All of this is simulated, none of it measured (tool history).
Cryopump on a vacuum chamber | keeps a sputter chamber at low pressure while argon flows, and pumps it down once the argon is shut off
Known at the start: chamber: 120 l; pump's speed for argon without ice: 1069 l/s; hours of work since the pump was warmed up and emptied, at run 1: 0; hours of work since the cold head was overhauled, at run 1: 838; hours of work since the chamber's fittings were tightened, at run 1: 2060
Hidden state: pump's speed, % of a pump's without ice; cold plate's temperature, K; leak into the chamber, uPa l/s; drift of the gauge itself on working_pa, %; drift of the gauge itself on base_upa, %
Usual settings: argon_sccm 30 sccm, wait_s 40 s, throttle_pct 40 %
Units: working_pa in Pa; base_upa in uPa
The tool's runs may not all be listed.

run    hour  argon_sccm  wait_s  throttle_pct  hours of work since the pump was warmed up and emptied  hours of work since the cold head was overhauled  hours of work since the chamber's fittings were tightened  working_pa  base_upa
  1       0          30      40            40                                                       0                                               838                                                       2060      0.1194      5.28
  2    47.1          30      40            34                                                      25                                               863                                                       2085      0.1395       5.4
  3   105.6          30      40            34                                                      56                                               894                                                       2116      0.1405      5.25
  4   159.1          30      40            34                                                      84                                               922                                                       2144      0.1413      5.63
  5     213          30      40            34                                                     112                                               950                                                       2173      0.1421      5.54
      219.8  -- leaking fittings of the chamber tightened, without venting
  6   269.4          23      40            40                                                     141                                               979                                                         26      0.0921      2.87
  7   317.4          23      40            40                                                     166                                              1004                                                         51       0.092      2.99
  8   373.2          30     196            40                                                     196                                              1034                                                         81      0.1209      0.93
  9     401          30      36            40                                                     210                                              1048                                                         96      0.1206      3.28
 10   455.8          30      40            40                                                     239                                              1077                                                        125      0.1226      3.03
 11     496          30      40            40                                                     261                                              1099                                                        146      0.1216      3.06
 12   555.7          30      40            40                                                     292                                              1130                                                        177      0.1208      3.09
 13   596.4          30      40            40                                                     314                                              1152                                                        199      0.1205      3.15
 14   649.3          30      40            40                                                     342                                              1179                                                        227      0.1224      3.19
 15   686.5          30      34            40                                                     361                                              1199                                                        246      0.1219      3.63
 16   718.8          30      34            40                                                     378                                              1216                                                        263      0.1233      3.62
 17     751          48      40            44                                                     395                                              1233                                                        280       0.178      3.17
 18   776.6          48      40            44                                                     409                                              1247                                                        294      0.1788      3.24
 19   807.7          23      21            31                                                     425                                              1263                                                        310      0.1208      5.52
 20   871.2          36      40            16                                                     459                                              1296                                                        344      0.3608       3.3
 21   912.8          36      40            16                                                     481                                              1318                                                        366       0.361      3.36
 22   975.8          29      21            32                                                     514                                              1352                                                        399      0.1486      5.69
 23  1003.5          44     294            17                                                     528                                              1366                                                        413      0.4178      1.25
 24  1050.9          44     294            17                                                     553                                              1391                                                        439      0.4183      1.22
 25  1097.6          20     294            16                                                     578                                              1416                                                        463      0.2026      1.29
 26  1139.9          20     294            16                                                     600                                              1438                                                        485      0.2025      1.33
 27  1185.1          30      34            17                                                     624                                              1462                                                        509      0.2875      3.92
 28  1219.9          18      40            19                                                     643                                              1480                                                        528      0.1546      3.63
 29  1255.4          12      37            22                                                     661                                              1499                                                        546      0.0894      3.85
 30  1306.6          36      37            22                                                     688                                              1526                                                        573      0.2671      3.79
 31  1368.5          32      40            41                                                     721                                              1559                                                        606       0.131      3.73
 32  1402.8          32      40            41                                                     739                                              1577                                                        624      0.1318      3.74

Forecast each of these 4 alternatives for the next run:
  A  1431.7          16      40            33                                                     754                                              1592                                                        639           ?         ?
  B  1431.7          30     128            42                                                     754                                              1592                                                        639           ?         ?
  C  1431.7          30      40            21                                                     754                                              1592                                                        639           ?         ?
  D  1431.7          27      45            16                                                     754                                              1592                                                        639           ?         ?

run  working_pa  base_upa
  A      0.0807      3.68
  B      0.1212      2.14
  C      0.2348      3.66
  D      0.2752      3.45
Without the tool's hidden state the same runs would have given:
run  working_pa  base_upa
  A      0.0766      2.72
  B      0.1134      1.12
  C      0.2269       2.7
  D      0.2681      2.47
